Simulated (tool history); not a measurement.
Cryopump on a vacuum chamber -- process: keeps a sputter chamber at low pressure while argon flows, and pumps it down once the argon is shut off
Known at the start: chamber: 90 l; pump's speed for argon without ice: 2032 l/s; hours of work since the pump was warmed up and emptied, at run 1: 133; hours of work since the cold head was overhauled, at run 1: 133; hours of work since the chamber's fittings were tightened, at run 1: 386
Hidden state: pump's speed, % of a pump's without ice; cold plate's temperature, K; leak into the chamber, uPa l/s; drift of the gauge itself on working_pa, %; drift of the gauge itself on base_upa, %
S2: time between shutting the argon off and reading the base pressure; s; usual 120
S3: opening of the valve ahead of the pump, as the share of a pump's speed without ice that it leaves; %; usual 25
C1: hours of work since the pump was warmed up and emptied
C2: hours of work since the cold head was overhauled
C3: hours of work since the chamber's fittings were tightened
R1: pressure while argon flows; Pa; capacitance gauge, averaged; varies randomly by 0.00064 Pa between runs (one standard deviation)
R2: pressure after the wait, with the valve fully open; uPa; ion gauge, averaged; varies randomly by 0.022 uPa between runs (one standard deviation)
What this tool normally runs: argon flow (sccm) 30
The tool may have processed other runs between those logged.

Run 1, hour 0: usual settings; C1 133; C2 133; C3 386. Result: R1 0.1022 Pa, R2 0.9 uPa.
Run 2, hour 31.9: usual settings; C1 148; C2 148; C3 400. Result: R1 0.1018 Pa, R2 0.92 uPa.
Run 3, hour 63.3: usual settings; C1 161; C2 161; C3 414. Result: R1 0.1017 Pa, R2 0.85 uPa.
Run 4, hour 93.1: usual settings; C1 175; C2 175; C3 427. Result: R1 0.1026 Pa, R2 0.86 uPa.
Run 5, hour 111.9: usual settings; C1 183; C2 183; C3 436. Result: R1 0.1028 Pa, R2 0.89 uPa.
Run 6, hour 144.2: usual settings; C1 197; C2 197; C3 450. Result: R1 0.1034 Pa, R2 0.96 uPa.
Run 7, hour 181.4: usual settings; C1 214; C2 214; C3 467. Result: R1 0.1026 Pa, R2 0.94 uPa.
Run 8, hour 202.4: usual settings; C1 223; C2 223; C3 476. Result: R1 0.1026 Pa, R2 0.95 uPa.
Run 9, hour 223.5: usual settings; C1 233; C2 233; C3 485. Result: R1 0.1018 Pa, R2 0.94 uPa.
Run 10, hour 258.9: usual settings but S3 34 %; C1 248; C2 248; C3 501. Result: R1 0.0767 Pa, R2 0.95 uPa.
Run 11, hour 282.4: usual settings but S2 296 s; C1 259; C2 259; C3 512. Result: R1 0.1019 Pa, R2 0.66 uPa.
Run 12, hour 316.9: usual settings but S2 64 s; C1 274; C2 274; C3 527. Result: R1 0.1037 Pa, R2 1.45 uPa.
Run 13, hour 333: usual settings but argon flow (sccm) 33; C1 281; C2 281; C3 534. Result: R1 0.1134 Pa, R2 1.01 uPa.
Run 14, hour 366.4: usual settings but argon flow (sccm) 33; C1 296; C2 296; C3 549. Result: R1 0.1134 Pa, R2 0.95 uPa.
Run 15, hour 387.6: usual settings but S3 19 %; C1 306; C2 306; C3 558. Result: R1 0.134 Pa, R2 0.98 uPa.
Run 16, hour 412.6: usual settings; C1 317; C2 317; C3 569. Result: R1 0.1042 Pa, R2 0.96 uPa.
Run 17, hour 429.7: usual settings; C1 324; C2 324; C3 577. Result: R1 0.1048 Pa, R2 0.99 uPa.
Run 18, hour 454: usual settings but argon flow (sccm) 31; C1 335; C2 335; C3 588. Result: R1 0.1063 Pa, R2 0.99 uPa.
Run 19, hour 474.8: usual settings but argon flow (sccm) 31; C1 344; C2 344; C3 597. Result: R1 0.1076 Pa, R2 1.01 uPa.
Run 20, hour 495.8: usual settings but argon flow (sccm) 14; C1 354; C2 354; C3 606. Result: R1 0.0477 Pa, R2 1 uPa.
Run 21, hour 529.4: usual settings but argon flow (sccm) 59, S2 137 s, S3 24 %; C1 369; C2 369; C3 621. Result: R1 0.2125 Pa, R2 0.99 uPa.
Run 22, hour 561.7: usual settings but argon flow (sccm) 13, S2 107 s, S3 36 %; C1 383; C2 383; C3 636. Result: R1 0.0326 Pa, R2 1.11 uPa.
Run 23, hour 586: usual settings but argon flow (sccm) 40, S2 32 s; C1 394; C2 394; C3 647. Result: R1 0.1387 Pa, R2 2.54 uPa.
Run 24, hour 612.9: usual settings but S2 216 s; C1 406; C2 406; C3 658. Result: R1 0.1043 Pa, R2 0.82 uPa.
Run 25, hour 646.9: usual settings but S2 216 s; C1 421; C2 421; C3 674. Result: R1 0.1044 Pa, R2 0.85 uPa.
Run 26, hour 683.7: usual settings but argon flow (sccm) 34, S2 292 s, S3 38 %; C1 437; C2 437; C3 690. Result: R1 0.08 Pa, R2 0.72 uPa.
Run 27, hour 714.3: usual settings but argon flow (sccm) 33, S2 262 s, S3 16 %; C1 451; C2 451; C3 704. Result: R1 0.1776 Pa, R2 0.76 uPa.
Run 28, hour 735.4: usual settings but argon flow (sccm) 33, S2 262 s, S3 16 %; C1 460; C2 460; C3 713. Result: R1 0.176 Pa, R2 0.81 uPa.
Run 29, hour 753.7: usual settings but argon flow (sccm) 46, S2 38 s, S3 36 %; C1 468; C2 468; C3 721. Result: R1 0.1141 Pa, R2 2.24 uPa.
Run 30, hour 784.2: usual settings but argon flow (sccm) 13, S2 26 s, S3 47 %; C1 482; C2 482; C3 735. Result: R1 0.0254 Pa, R2 3.01 uPa.
Run 31, hour 815.1: usual settings but argon flow (sccm) 13, S2 26 s, S3 47 %; C1 496; C2 496; C3 748. Result: R1 0.0262 Pa, R2 3.11 uPa.
Run 32, hour 848.9: usual settings but argon flow (sccm) 51, S3 57 %; C1 511; C2 511; C3 763. Result: R1 0.0848 Pa, R2 1.14 uPa.
Run 33, hour 879.5: usual settings but argon flow (sccm) 19, S3 52 %; C1 524; C2 524; C3 777. Result: R1 0.0341 Pa, R2 1.13 uPa.

For some of the steps in R1 from one run to the next: how much would appear even if the tool had no hidden state, given the settings, what came in and random variation, and how much remains for the hidden state plus any gauge scatter that the measured result and the result without hidden state don't share?
Run 20 -> 21: argon flow (sccm) 14 -> 59, S2 120 -> 137, S3 25 -> 24. R1 +0.1648 Pa: hidden state +0.006, all else +0.1588.
Run 21 -> 22: argon flow (sccm) 59 -> 13, S2 137 -> 107, S3 24 -> 36. R1 -0.1799 Pa: hidden state -0.006, all else -0.1739.
Run 22 -> 23: argon flow (sccm) 13 -> 40, S2 107 -> 32, S3 36 -> 25. R1 +0.1061 Pa: hidden state +0.0039, all else +0.1022.
Run 31 -> 32: argon flow (sccm) 13 -> 51, S2 26 -> 120, S3 47 -> 57. R1 +0.0586 Pa: hidden state +0.0073, all else +0.0513.
